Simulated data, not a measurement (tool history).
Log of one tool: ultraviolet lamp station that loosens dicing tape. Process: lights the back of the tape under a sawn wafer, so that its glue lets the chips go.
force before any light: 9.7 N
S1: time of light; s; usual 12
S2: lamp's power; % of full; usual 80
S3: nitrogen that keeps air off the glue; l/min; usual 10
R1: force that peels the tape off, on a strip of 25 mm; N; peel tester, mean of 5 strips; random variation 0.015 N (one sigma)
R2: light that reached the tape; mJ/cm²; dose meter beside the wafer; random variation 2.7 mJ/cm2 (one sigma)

| run | hour | S1 | S2 | S3 | R1 | R2 |
|---|---|---|---|---|---|---|
| 1 | 0.0 | 12 | 80 | 10 | 0.874 | 336 |
| 2 | 11.9 | 12 | 80 | 10 | 0.907 | 327 |
| 3 | 23.3 | 23 | 80 | 10 | 0.259 | 629 |
| 4 | 44.3 | 23 | 80 | 10 | 0.253 | 628 |
| 5 | 57.7 | 12 | 80 | 10 | 0.921 | 328 |
| 6 | 70.8 | 12 | 80 | 10 | 0.928 | 326 |
|  | 73.0 | window cleaned of glue's vapour |
| 7 | 92.7 | 12 | 80 | 10 | 1.065 | 299 |
|  | 107.0 | window cleaned of glue's vapour, once more |
| 8 | 110.1 | 12 | 92 | 10 | 0.553 | 420 |
| 9 | 124.3 | 12 | 92 | 10 | 0.556 | 413 |
| 10 | 133.5 | 11 | 80 | 10 | 0.882 | 331 |
| 11 | 154.1 | 11 | 80 | 10 | 0.891 | 329 |
| 12 | 167.8 | 11 | 80 | 10 | 0.909 | 327 |
| 13 | 186.0 | 14 | 61 | 13 | 0.833 | 315 |
| 14 | 196.4 | 14 | 61 | 13 | 0.817 | 314 |
| 15 | 214.1 | 15 | 62 | 5 | 1.468 | 339 |

The same runs without the tool's hidden state, with the same run-to-run variation:
The hidden state here: lamp's light, % of a new lamp's; light that the window lets through, % of a clean one's; drift of the gauge itself on peel_n, %; drift of the gauge itself on dose_mj_cm2, %.
| run | R1 | R2 |
|---|---|---|
| 1 | 0.690 | 375 |
| 2 | 0.714 | 367 |
| 3 | 0.229 | 709 |
| 4 | 0.222 | 711 |
| 5 | 0.702 | 372 |
| 6 | 0.706 | 372 |
| 7 | 0.687 | 371 |
| 8 | 0.525 | 430 |
| 9 | 0.524 | 425 |
| 10 | 0.826 | 341 |
| 11 | 0.826 | 341 |
| 12 | 0.837 | 341 |
| 13 | 0.757 | 330 |
| 14 | 0.738 | 330 |
| 15 | 1.335 | 358 |
